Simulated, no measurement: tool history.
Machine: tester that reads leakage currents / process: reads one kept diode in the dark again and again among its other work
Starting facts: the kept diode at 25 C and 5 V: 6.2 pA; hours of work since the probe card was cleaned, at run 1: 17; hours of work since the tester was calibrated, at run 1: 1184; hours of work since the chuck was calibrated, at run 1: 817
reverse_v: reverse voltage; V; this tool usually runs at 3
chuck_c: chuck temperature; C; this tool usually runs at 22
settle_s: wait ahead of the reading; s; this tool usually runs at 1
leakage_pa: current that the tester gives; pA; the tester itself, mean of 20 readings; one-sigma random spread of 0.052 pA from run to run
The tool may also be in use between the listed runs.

run	hour	reverse_v	chuck_c	settle_s	hours of work since the probe card was cleaned	hours of work since the tester was calibrated	hours of work since the chuck was calibrated	leakage_pa
1	0	3	22	1	17	1184	817	4.07
2	60.7	3	37	1	61	1229	862	13.94
3	92.7	3.88	22	1	85	1252	886	4.94
4	118.2	3	22	1	104	1271	905	4.12
5	160.3	3	22	1	135	1302	936	4.16
6	213.6	3	22	1	175	1342	975	4.13
7	249.4	3	22	1	201	1368	1002	4.19
8	293.8	3	22	1	234	1401	1035	4.2
9	354.5	2.93	36	0.56	279	1446	1079	13.23
10	390	2.93	36	0.56	305	1472	1106	13.07

Below, each run's measurement less what the same run would have read without the hidden state. Both values contain the same run-to-run variation, but the gauge's scatter may not be the same in both:
Hidden conditions of the tool in this case: stray current of the dirty probe card, pA a volt; current scale over the true one, %; true chuck temperature over the reading, C; drift of the gauge itself on leakage_pa, %.
run	leakage_pa
1	-0.26
2	-1.01
3	-0.25
4	-0.21
5	-0.19
6	-0.18
7	-0.17
8	-0.14
9	-0.95
10	-0.95
